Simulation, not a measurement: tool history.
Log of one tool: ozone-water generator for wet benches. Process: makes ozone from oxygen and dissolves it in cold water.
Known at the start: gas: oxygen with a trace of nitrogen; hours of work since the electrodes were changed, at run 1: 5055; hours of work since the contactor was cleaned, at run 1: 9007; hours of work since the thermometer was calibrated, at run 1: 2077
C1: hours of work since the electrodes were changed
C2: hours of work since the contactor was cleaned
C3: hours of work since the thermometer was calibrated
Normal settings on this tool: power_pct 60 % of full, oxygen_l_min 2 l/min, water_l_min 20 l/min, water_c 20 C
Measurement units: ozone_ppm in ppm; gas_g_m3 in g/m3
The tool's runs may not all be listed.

run 1 hour=0 | power_pct=60 oxygen_l_min=2 water_l_min=20 water_c=20 | C1=5055 C2=9007 C3=2077 | ozone_ppm=7.4 gas_g_m3=122.4
run 2 hour=218.1 | power_pct=60 oxygen_l_min=2 water_l_min=20 water_c=20 | C1=5231 C2=9183 C3=2253 | ozone_ppm=7.3 gas_g_m3=123.7
run 3 hour=394.3 | power_pct=60 oxygen_l_min=2 water_l_min=20 water_c=20 | C1=5373 C2=9325 C3=2395 | ozone_ppm=7.3 gas_g_m3=121.6
run 4 hour=611.6 | power_pct=60 oxygen_l_min=1.61 water_l_min=20 water_c=20 | C1=5548 C2=9500 C3=2570 | ozone_ppm=6.7 gas_g_m3=134.5
run 5 hour=709.3 | power_pct=60 oxygen_l_min=2 water_l_min=20 water_c=20 | C1=5627 C2=9579 C3=2649 | ozone_ppm=7.4 gas_g_m3=123
run 6 hour=836.4 | power_pct=60 oxygen_l_min=2 water_l_min=20 water_c=20 | C1=5729 C2=9682 C3=2751 | ozone_ppm=7.4 gas_g_m3=122.1
run 7 hour=950.2 | power_pct=60 oxygen_l_min=2 water_l_min=20 water_c=20 | C1=5821 C2=9773 C3=2843 | ozone_ppm=7.3 gas_g_m3=123.3
run 8 hour=1079.7 | power_pct=60 oxygen_l_min=2 water_l_min=20 water_c=20 | C1=5926 C2=9878 C3=2947 | ozone_ppm=7.4 gas_g_m3=122
run 9 hour=1185.6 | power_pct=60 oxygen_l_min=2 water_l_min=20 water_c=20 | C1=6011 C2=9963 C3=3033 | ozone_ppm=7.2 gas_g_m3=121.8
run 10 hour=1355.8 | power_pct=60 oxygen_l_min=2 water_l_min=20 water_c=20 | C1=6148 C2=10101 C3=3170 | ozone_ppm=7.1 gas_g_m3=120.1
-- hour=1371.4 contactor cleaned
run 11 hour=1476.4 | power_pct=60 oxygen_l_min=2 water_l_min=20 water_c=20 | C1=6242 C2=85 C3=3264 | ozone_ppm=7.5 gas_g_m3=120.5
run 12 hour=1583.3 | power_pct=60 oxygen_l_min=2 water_l_min=20 water_c=20 | C1=6329 C2=171 C3=3350 | ozone_ppm=7.4 gas_g_m3=121.1
run 13 hour=1792.6 | power_pct=60 oxygen_l_min=2 water_l_min=20 water_c=19 | C1=6497 C2=340 C3=3519 | ozone_ppm=7.7 gas_g_m3=120.9
run 14 hour=1991.3 | power_pct=60 oxygen_l_min=2 water_l_min=20 water_c=19 | C1=6658 C2=500 C3=3679 | ozone_ppm=7.4 gas_g_m3=120.5
run 15 hour=2106.6 | power_pct=60 oxygen_l_min=2 water_l_min=20 water_c=19 | C1=6751 C2=593 C3=3772 | ozone_ppm=7.6 gas_g_m3=119.5
run 16 hour=2325.4 | power_pct=60 oxygen_l_min=2 water_l_min=20 water_c=20 | C1=6927 C2=769 C3=3949 | ozone_ppm=7.2 gas_g_m3=122.3
run 17 hour=2463.5 | power_pct=59 oxygen_l_min=1.12 water_l_min=30 water_c=16 | C1=7038 C2=881 C3=4060 | ozone_ppm=3.9 gas_g_m3=148.5
run 18 hour=2683.8 | power_pct=59 oxygen_l_min=1.12 water_l_min=30 water_c=16 | C1=7216 C2=1058 C3=4238 | ozone_ppm=3.9 gas_g_m3=147.4
run 19 hour=2793.9 | power_pct=60 oxygen_l_min=1.03 water_l_min=20 water_c=16 | C1=7305 C2=1147 C3=4327 | ozone_ppm=5.5 gas_g_m3=152.9
run 20 hour=2914.8 | power_pct=89 oxygen_l_min=2.1 water_l_min=21 water_c=18 | C1=7402 C2=1245 C3=4424 | ozone_ppm=9.6 gas_g_m3=156.9
run 21 hour=3107.9 | power_pct=60 oxygen_l_min=2.61 water_l_min=20 water_c=20 | C1=7558 C2=1400 C3=4580 | ozone_ppm=8 gas_g_m3=108.7
run 22 hour=3298 | power_pct=96 oxygen_l_min=2.72 water_l_min=13 water_c=13 | C1=7711 C2=1554 C3=4733 | ozone_ppm=17.4 gas_g_m3=149.3
run 23 hour=3410.4 | power_pct=74 oxygen_l_min=1.9 water_l_min=20 water_c=20 | C1=7802 C2=1644 C3=4824 | ozone_ppm=8.3 gas_g_m3=140.4
run 24 hour=3618.4 | power_pct=95 oxygen_l_min=1.43 water_l_min=16 water_c=20 | C1=7970 C2=1812 C3=4991 | ozone_ppm=10.7 gas_g_m3=187.7
run 25 hour=3803.4 | power_pct=52 oxygen_l_min=3.37 water_l_min=20 water_c=20 | C1=8119 C2=1961 C3=5141 | ozone_ppm=7.7 gas_g_m3=87.3
run 26 hour=3986 | power_pct=52 oxygen_l_min=3.37 water_l_min=20 water_c=20 | C1=8266 C2=2108 C3=5288 | ozone_ppm=7.7 gas_g_m3=86.2
run 27 hour=4166.7 | power_pct=95 oxygen_l_min=3.41 water_l_min=25 water_c=16 | C1=8412 C2=2254 C3=5434 | ozone_ppm=10.1 gas_g_m3=133.5
-- hour=4253 water thermometer calibrated
run 28 hour=4326.5 | power_pct=60 oxygen_l_min=2 water_l_min=22 water_c=20 | C1=8540 C2=2383 C3=59 | ozone_ppm=6.5 gas_g_m3=117.7
run 29 hour=4537.3 | power_pct=76 oxygen_l_min=2.16 water_l_min=20 water_c=20 | C1=8710 C2=2553 C3=229 | ozone_ppm=8.7 gas_g_m3=134.6
run 30 hour=4759.9 | power_pct=60 oxygen_l_min=1.62 water_l_min=14 water_c=20 | C1=8890 C2=2732 C3=409 | ozone_ppm=9 gas_g_m3=126.2
run 31 hour=4883 | power_pct=60 oxygen_l_min=1.32 water_l_min=29 water_c=21 | C1=8989 C2=2831 C3=508 | ozone_ppm=4 gas_g_m3=137.9

Consider 4 possible next runs. They are alternatives, not a sequence: every one starts from the tool as it was left by run 31. What does each give?
run A hour=5054.1 | power_pct=60 oxygen_l_min=2.62 water_l_min=17 water_c=18 | C1=9127 C2=2969 C3=646 | ozone_ppm=? gas_g_m3=?
run B hour=5054.1 | power_pct=48 oxygen_l_min=1.91 water_l_min=29 water_c=12 | C1=9127 C2=2969 C3=646 | ozone_ppm=? gas_g_m3=?
run C hour=5054.1 | power_pct=72 oxygen_l_min=1.49 water_l_min=28 water_c=21 | C1=9127 C2=2969 C3=646 | ozone_ppm=? gas_g_m3=?
run D hour=5054.1 | power_pct=60 oxygen_l_min=1.32 water_l_min=14 water_c=21 | C1=9127 C2=2969 C3=646 | ozone_ppm=? gas_g_m3=?

run=A ozone_ppm=9.1 gas_g_m3=104.9
run=B ozone_ppm=4.4 gas_g_m3=101.7
run=C ozone_ppm=5 gas_g_m3=148
run=D ozone_ppm=8.1 gas_g_m3=137
Had the tool no hidden state, the same runs would have come out as:
run=A ozone_ppm=10.4 gas_g_m3=118.5
run=B ozone_ppm=4.9 gas_g_m3=112
run=C ozone_ppm=5.8 gas_g_m3=170.3
run=D ozone_ppm=9.3 gas_g_m3=154.5

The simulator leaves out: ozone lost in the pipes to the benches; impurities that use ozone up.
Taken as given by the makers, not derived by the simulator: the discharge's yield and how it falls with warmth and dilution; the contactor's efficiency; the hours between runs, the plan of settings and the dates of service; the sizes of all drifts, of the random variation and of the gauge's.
